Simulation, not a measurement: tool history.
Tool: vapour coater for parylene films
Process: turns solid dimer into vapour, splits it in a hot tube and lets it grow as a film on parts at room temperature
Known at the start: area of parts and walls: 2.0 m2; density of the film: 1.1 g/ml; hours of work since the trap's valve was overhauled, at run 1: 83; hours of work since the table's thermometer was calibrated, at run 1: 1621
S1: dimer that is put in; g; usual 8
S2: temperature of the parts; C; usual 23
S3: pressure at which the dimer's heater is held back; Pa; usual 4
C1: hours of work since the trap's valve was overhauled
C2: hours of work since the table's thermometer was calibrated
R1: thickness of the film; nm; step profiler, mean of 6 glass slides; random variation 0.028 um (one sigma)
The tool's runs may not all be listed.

run	hour	S1	S2	S3	C1	C2	R1
1	0	8	23	4	83	1621	2450
2	36.9	8	23	5.35	108	1646	2350
3	68	8	23	4	128	1666	2380
4	118.4	8	19	4	161	1700	2810
5	159.4	8	22	4	189	1727	2460
6	200.6	8	22	4	216	1754	2450
7	259	8	22	2.15	254	1792	2610
8	322.4	8	22	2.15	296	1834	2600
9	359.2	8	22	2.15	321	1859	2580
10	405.6	8	22	2.15	351	1889	2580
11	464.3	8	22	11.74	390	1928	2050
12	525.3	8	24	11.74	430	1968	1890
13	574.2	8	23	4	463	2001	2240
# hour 580.2: table's thermometer calibrated
# hour 629.7: trap's valve overhauled
14	629.7	8	23	4	0	30	2460
15	665.9	8	23	3.51	24	54	2480
16	712.7	8	23	4	55	85	2400
17	739.9	4	23	4	73	103	1220
18	770.7	4	23	4	93	123	1200
19	826.9	8	23	3.11	130	160	2480
20	860.1	8	23	3.11	152	182	2400
21	892.5	5	23	4	174	204	1460
# hour 896.1: table's thermometer calibrated, once more
22	923.2	8	23	4	193	18	2430
23	963.8	8	23	4	220	45	2380
24	998	8	23	4	243	67	2340
25	1033	8	23	4	266	90	2340
26	1065	11	23	11.89	287	112	2820
27	1098.1	10	32	2.73	309	133	2070
28	1137.9	3	23	2.59	335	160	900
29	1163.8	5	30	2.59	352	177	1120
30	1212.8	4	27	7.13	385	209	930
31	1262.2	6	18	2.09	417	242	2340
32	1321.4	8	23	9.5	456	281	2010
33	1378	8	19	10.51	494	318	2320
# hour 1385.9: trap's valve overhauled
34	1419.6	8	19	10.51	22	343	2630
35	1479	8	23	9.22	62	383	2230
36	1511.7	12	19	6.09	83	404	4080
37	1552.2	8	22	2.29	110	431	2760
38	1588.1	4	32	2.01	134	455	910
39	1639.5	4	32	2.01	168	489	870
40	1690.3	4	32	2.01	201	522	890
41	1716.6	8	32	5.25	219	540	1540
42	1774.6	8	32	5.25	257	578	1530
43	1818.4	12	35	5.11	286	607	2030
44	1870.2	12	35	5.11	320	641	1990
45	1926.8	12	35	5.11	358	679	1990
46	1988.8	12	35	5.11	398	719	2010
47	2014.8	12	27	5.11	416	737	2800
48	2064.3	9	21	8.89	448	769	2500

Some steps in R1 between neighbouring runs. How much of each would the tool show without its hidden state too (settings, what came in, random variation), and how much is left for the hidden state, with any gauge scatter that isn't in both results?
The hidden state here: vapour lost through the trap's worn valve, %; true temperature of the parts over the reading, C; drift of the gauge itself on film_um, %.
Run 13 -> 14: table's thermometer calibrated, trap's valve overhauled. R1 +220 nm: hidden state +210, all else +10.
Run 30 -> 31: S1 4 -> 6, S2 27 -> 18, S3 7.13 -> 2.09. R1 +1410 nm: hidden state -160, all else +1570.
Run 33 -> 34: trap's valve overhauled. R1 +310 nm: hidden state +270, all else +40.
Run 35 -> 36: S1 8 -> 12, S2 23 -> 19, S3 9.22 -> 6.09. R1 +1850 nm: hidden state -60, all else +1910.
Run 37 -> 38: S1 8 -> 4, S2 22 -> 32, S3 2.29 -> 2.01. R1 -1850 nm: hidden state +50, all else -1900.
